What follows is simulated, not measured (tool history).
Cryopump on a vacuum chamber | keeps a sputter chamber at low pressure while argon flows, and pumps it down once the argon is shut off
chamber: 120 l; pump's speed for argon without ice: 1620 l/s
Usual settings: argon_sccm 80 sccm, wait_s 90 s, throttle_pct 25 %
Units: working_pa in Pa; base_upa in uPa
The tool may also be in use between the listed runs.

Run 1, hour 0.0: usual settings. Result: working_pa 0.3510 Pa, base_upa 1.82 uPa.
Run 2, hour 15.2: usual settings. Result: working_pa 0.3512 Pa, base_upa 1.86 uPa.
Run 3, hour 32.2: usual settings. Result: working_pa 0.3496 Pa, base_upa 1.80 uPa.
Run 4, hour 45.8: usual settings. Result: working_pa 0.3498 Pa, base_upa 1.83 uPa.
Run 5, hour 61.6: usual settings. Result: working_pa 0.3510 Pa, base_upa 1.82 uPa.
Run 6, hour 79.2: usual settings but throttle_pct 18 %. Result: working_pa 0.4850 Pa, base_upa 1.89 uPa.
Run 7, hour 94.8: usual settings. Result: working_pa 0.3507 Pa, base_upa 1.94 uPa.
Run 8, hour 106.3: usual settings but argon_sccm 39 sccm, wait_s 82 s, throttle_pct 24 %. Result: working_pa 0.1805 Pa, base_upa 2.00 uPa.
Run 9, hour 118.4: usual settings but argon_sccm 39 sccm, wait_s 82 s, throttle_pct 24 %. Result: working_pa 0.1787 Pa, base_upa 2.01 uPa.
Run 10, hour 128.6: usual settings but argon_sccm 39 sccm, wait_s 82 s, throttle_pct 24 %. Result: working_pa 0.1795 Pa, base_upa 1.97 uPa.
Run 11, hour 139.7: usual settings but argon_sccm 39 sccm, wait_s 26 s, throttle_pct 29 %. Result: working_pa 0.1517 Pa, base_upa 3.19 uPa.
Run 12, hour 150.3: usual settings but argon_sccm 39 sccm, wait_s 26 s, throttle_pct 29 %. Result: working_pa 0.1503 Pa, base_upa 3.19 uPa.
Run 13, hour 171.6: usual settings but argon_sccm 34 sccm, wait_s 61 s, throttle_pct 29 %. Result: working_pa 0.1320 Pa, base_upa 2.15 uPa.
Run 14, hour 182.8: usual settings but argon_sccm 34 sccm, wait_s 61 s, throttle_pct 29 %. Result: working_pa 0.1335 Pa, base_upa 2.22 uPa.

Forecast each of these 5 alternatives for the next run:
Run A, hour 193.7: usual settings but wait_s 42 s. Result: working_pa ?, base_upa ?.
Run B, hour 193.7: usual settings but wait_s 33 s, throttle_pct 29 %. Result: working_pa ?, base_upa ?.
Run C, hour 193.7: usual settings but argon_sccm 41 sccm, wait_s 61 s, throttle_pct 23 %. Result: working_pa ?, base_upa ?.
Run D, hour 193.7: usual settings but throttle_pct 42 %. Result: working_pa ?, base_upa ?.
Run E, hour 193.7: usual settings but argon_sccm 93 sccm, wait_s 263 s. Result: working_pa ?, base_upa ?.

run  working_pa  base_upa
  A      0.3596      2.51
  B      0.3117      2.90
  C      0.2001      2.19
  D      0.2210      2.02
  E      0.4163      1.64
Without the tool's hidden state the same runs would have given:
run  working_pa  base_upa
  A      0.3360      1.28
  B      0.2883      1.62
  C      0.1880      0.95
  D      0.1977      0.73
  E      0.3891      0.37

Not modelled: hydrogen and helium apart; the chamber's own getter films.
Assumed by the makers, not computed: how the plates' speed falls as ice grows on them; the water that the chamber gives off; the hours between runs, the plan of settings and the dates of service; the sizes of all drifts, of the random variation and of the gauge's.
